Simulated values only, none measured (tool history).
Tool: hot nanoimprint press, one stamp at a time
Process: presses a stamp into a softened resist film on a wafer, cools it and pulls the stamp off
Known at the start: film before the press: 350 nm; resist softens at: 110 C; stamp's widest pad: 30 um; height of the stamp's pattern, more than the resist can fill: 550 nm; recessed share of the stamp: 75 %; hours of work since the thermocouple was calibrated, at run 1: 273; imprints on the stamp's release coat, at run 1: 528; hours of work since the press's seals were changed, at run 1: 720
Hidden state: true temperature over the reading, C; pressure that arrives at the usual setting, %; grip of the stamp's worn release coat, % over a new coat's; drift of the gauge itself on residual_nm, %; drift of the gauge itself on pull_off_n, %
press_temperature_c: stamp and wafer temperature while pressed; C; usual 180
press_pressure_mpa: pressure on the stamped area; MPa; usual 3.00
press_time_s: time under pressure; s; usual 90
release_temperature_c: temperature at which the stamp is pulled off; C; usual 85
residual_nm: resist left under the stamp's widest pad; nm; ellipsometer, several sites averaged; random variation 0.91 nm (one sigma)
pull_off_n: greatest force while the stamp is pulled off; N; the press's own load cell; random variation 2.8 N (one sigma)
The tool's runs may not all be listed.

| run | hour | press_temperature_c | press_pressure_mpa | press_time_s | release_temperature_c | hours of work since the thermocouple was calibrated | imprints on the stamp's release coat | hours of work since the press's seals were changed | residual_nm | pull_off_n |
|---|---|---|---|---|---|---|---|---|---|---|
| 1 | 0.0 | 180 | 3.00 | 90 | 85 | 273 | 528 | 720 | 131.2 | 180 |
| 2 | 18.2 | 180 | 3.00 | 90 | 85 | 287 | 573 | 734 | 133.2 | 179 |
| 3 | 42.2 | 180 | 3.00 | 90 | 85 | 305 | 632 | 752 | 132.0 | 184 |
|  | 62.4 | stamp cleaned and given a new release coat |
| 4 | 67.5 | 180 | 3.00 | 90 | 85 | 319 | 12 | 766 | 133.2 | 166 |
|  | 87.1 | plate thermocouple calibrated |
| 5 | 94.8 | 169 | 3.00 | 90 | 85 | 6 | 72 | 784 | 179.6 | 162 |
| 6 | 119.3 | 169 | 3.00 | 90 | 85 | 24 | 133 | 803 | 179.3 | 163 |
| 7 | 138.4 | 179 | 3.14 | 50 | 90 | 38 | 180 | 817 | 164.8 | 145 |
| 8 | 158.9 | 168 | 2.00 | 56 | 85 | 54 | 231 | 832 | 250.7 | 165 |
| 9 | 171.2 | 168 | 2.00 | 56 | 85 | 63 | 261 | 841 | 248.7 | 174 |
| 10 | 191.0 | 168 | 2.84 | 76 | 87 | 78 | 311 | 856 | 202.1 | 160 |
| 11 | 209.8 | 180 | 3.00 | 58 | 85 | 92 | 357 | 870 | 152.2 | 168 |

Measured less the same run without the tool's hidden state. The same run-to-run variation is in both; the gauge's scatter may not be:
| run | residual_nm | pull_off_n |
|---|---|---|
| 1 | +6.3 | +16 |
| 2 | +6.7 | +17 |
| 3 | +6.9 | +19 |
| 4 | +7.2 | +4 |
| 5 | +3.7 | +0 |
| 6 | +4.2 | +2 |
| 7 | +4.7 | +3 |
| 8 | +3.1 | +5 |
| 9 | +3.3 | +6 |
| 10 | +5.4 | +7 |
| 11 | +5.4 | +9 |
